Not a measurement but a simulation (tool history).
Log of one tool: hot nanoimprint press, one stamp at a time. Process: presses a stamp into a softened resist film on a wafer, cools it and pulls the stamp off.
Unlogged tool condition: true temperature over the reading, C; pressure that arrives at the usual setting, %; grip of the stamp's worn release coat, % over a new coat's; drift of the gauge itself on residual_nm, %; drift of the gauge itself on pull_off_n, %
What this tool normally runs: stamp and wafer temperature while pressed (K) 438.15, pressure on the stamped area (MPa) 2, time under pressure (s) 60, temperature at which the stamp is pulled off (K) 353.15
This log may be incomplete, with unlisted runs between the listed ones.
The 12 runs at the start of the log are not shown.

run   hour  stamp and wafer temperature while pressed (K)  pressure on the stamped area (MPa)  time under pressure (s)  temperature at which the stamp is pulled off (K)  hours of work since the thermocouple was calibrated  imprints on the stamp's release coat  hours of work since the press's seals were changed  resist left under the stamp's widest pad (Å)  greatest force while the stamp is pulled off (N)
 13   88.6                                         438.15                                   2                       62                                            353.15                                                  267                                   521                                                 199                                          1981                                               237
 14     95                                         438.15                                   2                       62                                            353.15                                                  270                                   545                                                 202                                          1983                                               238
 15  100.1                                         438.15                                   2                       62                                            353.15                                                  272                                   564                                                 205                                          1974                                               237
 16    108                                         438.15                                   2                       62                                            348.15                                                  276                                   593                                                 208                                          2003                                               254
 17  115.9                                         433.15                                2.79                       62                                            358.15                                                  280                                   623                                                 212                                          2194                                               222
 18  124.1                                         433.15                                2.79                       62                                            358.15                                                  284                                   653                                                 216                                          2179                                               223
 19  131.7                                         433.15                                2.79                       50                                            359.15                                                  287                                   682                                                 219                                          2365                                               221
 20  140.6                                         433.15                                2.79                       50                                            359.15                                                  292                                   714                                                 224                                          2356                                               219
 21  149.3                                         430.15                                2.36                       80                                            359.15                                                  296                                   747                                                 228                                          2553                                               220
 22  154.4                                         439.15                                1.87                       80                                            338.15                                                  298                                   766                                                 230                                          1763                                               290
     158.9  -- plate thermocouple calibrated
 23    163                                         449.15                                1.21                      113                                            341.15                                                    2                                   787                                                 233                                          1243                                               285
 24  172.1                                         441.15                                1.21                      113                                            348.15                                                    6                                   821                                                 237                                          1833                                               264
     186.1  -- stamp cleaned and given a new release coat
 25  188.1                                         437.15                                2.47                       83                                            342.15                                                   11                                     7                                                 242                                          1760                                               259
 26  197.2                                         437.15                                2.47                       83                                            342.15                                                   15                                    41                                                 246                                          1759                                               259
 27  202.6                                         445.15                                1.28                       80                                            360.15                                                   18                                    61                                                 249                                          1683                                               205
 28  208.5                                         438.15                                1.64                       60                                            340.15                                                   21                                    83                                                 251                                          2317                                               267
 29  214.8                                         432.15                                   2                       60                                            353.15                                                   24                                   106                                                 254                                          2867                                               230
 30  219.7                                         432.15                                   2                       60                                            353.15                                                   26                                   125                                                 257                                          2857                                               230

3 ways to go on from here, each from the tool as it stands after run 30. What would each give?
  A  224.7                                         436.15                                2.25                       60                                            360.15                                                   28                                   143                                                 259                                             ?                                                 ?
  B  224.7                                         447.15                                1.48                       46                                            353.15                                                   28                                   143                                                 259                                             ?                                                 ?
  C  224.7                                         437.15                                   2                       71                                            353.15                                                   28                                   143                                                 259                                             ?                                                 ?

run  resist left under the stamp's widest pad (Å)  greatest force while the stamp is pulled off (N)
  A                                          2207                                               210
  B                                          1739                                               231
  C                                          2072                                               231
What these runs would have given with no unlogged condition in the tool:
run  resist left under the stamp's widest pad (Å)  greatest force while the stamp is pulled off (N)
  A                                          2210                                               207
  B                                          1742                                               228
  C                                          2075                                               227
